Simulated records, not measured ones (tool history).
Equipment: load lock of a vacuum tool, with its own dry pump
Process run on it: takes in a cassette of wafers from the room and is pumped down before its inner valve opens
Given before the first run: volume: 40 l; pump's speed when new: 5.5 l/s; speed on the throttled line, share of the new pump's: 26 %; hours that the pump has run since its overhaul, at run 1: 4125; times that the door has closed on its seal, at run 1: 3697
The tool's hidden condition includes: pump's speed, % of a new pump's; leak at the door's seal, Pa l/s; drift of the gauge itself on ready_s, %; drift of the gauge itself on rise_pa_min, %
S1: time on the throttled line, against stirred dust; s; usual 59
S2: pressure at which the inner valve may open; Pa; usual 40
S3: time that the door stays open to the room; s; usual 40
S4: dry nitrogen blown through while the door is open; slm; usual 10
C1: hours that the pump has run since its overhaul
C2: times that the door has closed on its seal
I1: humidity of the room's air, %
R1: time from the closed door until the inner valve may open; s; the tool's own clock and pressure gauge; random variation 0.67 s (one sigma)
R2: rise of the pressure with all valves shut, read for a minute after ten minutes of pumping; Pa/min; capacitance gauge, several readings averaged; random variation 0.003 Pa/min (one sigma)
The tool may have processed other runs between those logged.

run,hour,S1,S2,S3,S4,C1,C2,I1,R1,R2
1,0.0,59,40,40,10,4125,3697,43.6,102.9,0.068
2,411.0,59,40,40,10,4536,4401,46.3,103.3,0.069
3,877.9,59,40,40,10,5003,5201,42.8,105.9,0.080
4,1352.9,59,40,40,10,5478,6015,45.6,106.1,0.079
5,1683.3,59,40,40,10,5808,6581,45.3,105.8,0.084
6,1888.8,59,40,40,10,6014,6933,47.2,106.9,0.092
7,2117.8,59,40,40,10,6243,7325,45.6,106.1,0.095
8,2481.8,59,40,40,10,6607,7948,42.5,108.0,0.091
9,2820.7,59,40,137,10,6946,8529,44.5,106.4,0.131
10,3058.9,59,40,137,10,7184,8937,45.0,106.9,0.137
11,3344.7,59,40,137,10,7470,9426,45.4,106.7,0.135
12,3666.3,59,40,137,10,7791,9977,47.9,108.8,0.143
13,3910.0,59,40,137,10,8035,10394,43.6,110.3,0.142
14,4122.0,59,40,40,5,8247,10757,43.5,109.7,0.113
15,4519.4,59,33,40,5,8644,11438,44.7,110.1,0.129
16,4831.6,59,34,40,10,8957,11973,44.6,111.6,0.135
17,5217.5,59,34,40,10,9342,12634,46.2,112.1,0.133
18,5502.7,59,34,101,10,9628,13122,44.4,111.8,0.163
19,5869.7,59,34,101,10,9995,13751,46.6,113.0,0.175
20,6325.8,59,34,101,10,10451,14532,41.8,114.5,0.166
21,6683.1,59,35,81,10,10808,15144,42.9,115.1,0.178
22,7181.6,59,40,40,12,11307,15998,43.7,113.5,0.165
23,7433.2,93,40,40,6,11558,16429,41.6,136.1,0.178
# hour 7524.6: dry pump taken out, an overhauled one fitted
24,7765.3,33,40,91,6,241,16987,47.8,81.8,0.212
25,8025.1,80,71,189,10,501,17432,47.4,113.3,0.236
26,8246.5,116,56,78,43,722,17811,42.8,139.3,0.181
27,8546.1,116,74,42,43,1022,18325,45.1,139.0,0.184
28,8834.4,84,74,42,16,1310,18818,49.9,115.8,0.211
29,9294.4,59,40,162,10,1770,19606,45.2,101.9,0.248
30,9551.0,59,40,162,38,2026,20046,46.2,102.5,0.221
31,9841.2,57,36,83,5,2317,20543,47.0,102.0,0.259
32,10061.9,40,36,78,5,2537,20921,45.0,89.2,0.261
33,10493.6,39,58,130,12,2969,21660,44.8,85.6,0.261
34,10807.9,39,58,130,12,3283,22198,44.6,86.0,0.279
35,11115.1,74,45,190,12,3591,22725,43.7,113.4,0.288
36,11519.7,116,61,40,29,3995,23418,50.6,142.5,0.258
37,11828.9,107,46,185,6,4304,23947,42.6,137.8,0.323
38,12124.8,107,46,185,7,4600,24454,41.6,137.6,0.329

Hidden state or all else? Some run-to-run changes of R1, split into what the settings, what came in and random variation would give without the hidden state, and what is left for the hidden state (with any gauge scatter that isn't in both results):
Run 22 -> 23: S1 59 -> 93, S4 12 -> 6. R1 +22.6 s: hidden state -2.2, all else +24.8.
Run 23 -> 24: S1 93 -> 33, S3 40 -> 91, dry pump taken out, an overhauled one fitted. R1 -54.3 s: hidden state -10.7, all else -43.6.
Run 24 -> 25: S1 33 -> 80, S2 40 -> 71, S3 91 -> 189, S4 6 -> 10. R1 +31.5 s: hidden state +0.2, all else +31.3.
Run 35 -> 36: S1 74 -> 116, S2 45 -> 61, S3 190 -> 40, S4 12 -> 29. R1 +29.1 s: hidden state -0.9, all else +30.0.
